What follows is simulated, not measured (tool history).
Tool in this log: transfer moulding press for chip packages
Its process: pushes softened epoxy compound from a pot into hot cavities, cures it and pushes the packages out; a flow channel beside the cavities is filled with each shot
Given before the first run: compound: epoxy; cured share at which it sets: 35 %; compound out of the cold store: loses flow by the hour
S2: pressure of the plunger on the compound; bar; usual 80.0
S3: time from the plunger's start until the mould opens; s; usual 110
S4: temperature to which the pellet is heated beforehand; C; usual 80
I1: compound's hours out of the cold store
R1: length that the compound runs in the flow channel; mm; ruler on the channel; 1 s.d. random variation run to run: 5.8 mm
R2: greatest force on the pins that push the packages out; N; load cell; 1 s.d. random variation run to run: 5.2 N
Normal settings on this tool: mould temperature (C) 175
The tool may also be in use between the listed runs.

Run 1, hour 0.0: usual settings; I1 47.7. Result: R1 677 mm, R2 181 N.
Run 2, hour 69.9: usual settings; I1 22.3. Result: R1 764 mm, R2 260 N.
Run 3, hour 106.9: usual settings; I1 42.2. Result: R1 698 mm, R2 292 N.
At hour 162.7: cavities cleaned with cleaning compound and waxed.
Run 4, hour 172.8: usual settings; I1 31.5. Result: R1 725 mm, R2 190 N.
Run 5, hour 238.4: usual settings; I1 41.0. Result: R1 692 mm, R2 261 N.
Run 6, hour 301.4: usual settings; I1 36.5. Result: R1 703 mm, R2 298 N.
At hour 325.1: cavities cleaned with cleaning compound and waxed.
Run 7, hour 361.0: usual settings; I1 39.9. Result: R1 683 mm, R2 222 N.
Run 8, hour 411.2: usual settings but mould temperature (C) 169; I1 36.2. Result: R1 709 mm, R2 358 N.
Run 9, hour 465.7: usual settings but mould temperature (C) 169; I1 19.1. Result: R1 766 mm, R2 430 N.
At hour 478.7: mould's thermocouples calibrated.
At hour 494.2: cavities cleaned with cleaning compound and waxed.
Run 10, hour 546.2: usual settings but mould temperature (C) 169; I1 29.7. Result: R1 716 mm, R2 302 N.
Run 11, hour 598.4: usual settings; I1 47.1. Result: R1 648 mm, R2 297 N.
Run 12, hour 636.0: usual settings; I1 36.5. Result: R1 669 mm, R2 313 N.
At hour 659.5: cavities cleaned with cleaning compound and waxed.
Run 13, hour 688.5: usual settings but S2 75.8 bar; I1 26.1. Result: R1 683 mm, R2 210 N.
Run 14, hour 732.9: usual settings but S3 125 s; I1 39.6. Result: R1 656 mm, R2 245 N.
Run 15, hour 811.3: usual settings but S3 125 s; I1 29.2. Result: R1 693 mm, R2 301 N.
At hour 825.2: cavities cleaned with cleaning compound and waxed.
Run 16, hour 885.2: usual settings but S3 125 s; I1 21.3. Result: R1 709 mm, R2 236 N.
Run 17, hour 940.4: usual settings but S2 92.5 bar, S3 136 s; I1 8.2. Result: R1 804 mm, R2 283 N.
At hour 989.3: cavities cleaned with cleaning compound and waxed.
Run 18, hour 1002.9: usual settings but mould temperature (C) 171, S2 64.5 bar, S3 108 s, S4 83 C; I1 42.4. Result: R1 571 mm, R2 219 N.
At hour 1010.1: plunger's sealing rings changed.
Run 19, hour 1050.5: usual settings but mould temperature (C) 174, S2 62.6 bar, S3 104 s, S4 84 C; I1 35.8. Result: R1 633 mm, R2 256 N.
Run 20, hour 1126.7: usual settings but S3 112 s; I1 43.4. Result: R1 694 mm, R2 304 N.
At hour 1159.5: cavities cleaned with cleaning compound and waxed.
Run 21, hour 1188.0: usual settings but mould temperature (C) 168, S4 82 C; I1 11.8. Result: R1 830 mm, R2 316 N.
Run 22, hour 1266.0: usual settings but mould temperature (C) 181, S2 62.1 bar, S3 141 s, S4 89 C; I1 38.3. Result: R1 592 mm, R2 271 N.
At hour 1321.2: cavities cleaned with cleaning compound and waxed.
Run 23, hour 1334.7: usual settings but mould temperature (C) 170, S2 95.9 bar, S3 111 s, S4 81 C; I1 37.9. Result: R1 763 mm, R2 227 N.
Run 24, hour 1376.0: usual settings but mould temperature (C) 170, S2 62.4 bar, S3 111 s, S4 77 C; I1 39.2. Result: R1 626 mm, R2 298 N.
Run 25, hour 1442.0: usual settings but mould temperature (C) 170, S2 62.4 bar, S3 111 s, S4 72 C; I1 47.3. Result: R1 598 mm, R2 365 N.
At hour 1485.9: cavities cleaned with cleaning compound and waxed.
Run 26, hour 1489.9: usual settings but mould temperature (C) 170, S2 62.4 bar, S3 111 s, S4 72 C; I1 17.8. Result: R1 693 mm, R2 211 N.
Run 27, hour 1534.6: usual settings but mould temperature (C) 170, S2 62.4 bar, S3 111 s, S4 72 C; I1 19.4. Result: R1 672 mm, R2 288 N.
Run 28, hour 1569.0: usual settings but mould temperature (C) 177; I1 22.0. Result: R1 719 mm, R2 266 N.
At hour 1609.5: mould's thermocouples calibrated.
Run 29, hour 1646.1: usual settings but mould temperature (C) 177, S3 114 s, S4 77 C; I1 41.4. Result: R1 654 mm, R2 320 N.

Below, some changes in R1 between adjacent runs. For each, the amount present without the hidden state too (settings, incoming material, random variation) and the amount remaining for the hidden state with gauge scatter not shared by both compared results:
The hidden state here: true mould temperature over the reading, C; pressure that reaches the compound, % of what is set; grip of the stained cavities, % over clean ones'; drift of the gauge itself on flow_mm, %; drift of the gauge itself on push_out_n, %.
Run 17 -> 18: mould temperature (C) 175 -> 171, S2 92.5 -> 64.5, S3 136 -> 108, S4 80 -> 83, cavities cleaned with cleaning compound and waxed. R1 -233 mm: hidden state +17, all else -250.
Run 18 -> 19: mould temperature (C) 171 -> 174, S2 64.5 -> 62.6, S3 108 -> 104, S4 83 -> 84, plunger's sealing rings changed. R1 +62 mm: hidden state +54, all else +8.
Run 21 -> 22: mould temperature (C) 168 -> 181, S2 80.0 -> 62.1, S3 110 -> 141, S4 82 -> 89. R1 -238 mm: hidden state +2, all else -240.

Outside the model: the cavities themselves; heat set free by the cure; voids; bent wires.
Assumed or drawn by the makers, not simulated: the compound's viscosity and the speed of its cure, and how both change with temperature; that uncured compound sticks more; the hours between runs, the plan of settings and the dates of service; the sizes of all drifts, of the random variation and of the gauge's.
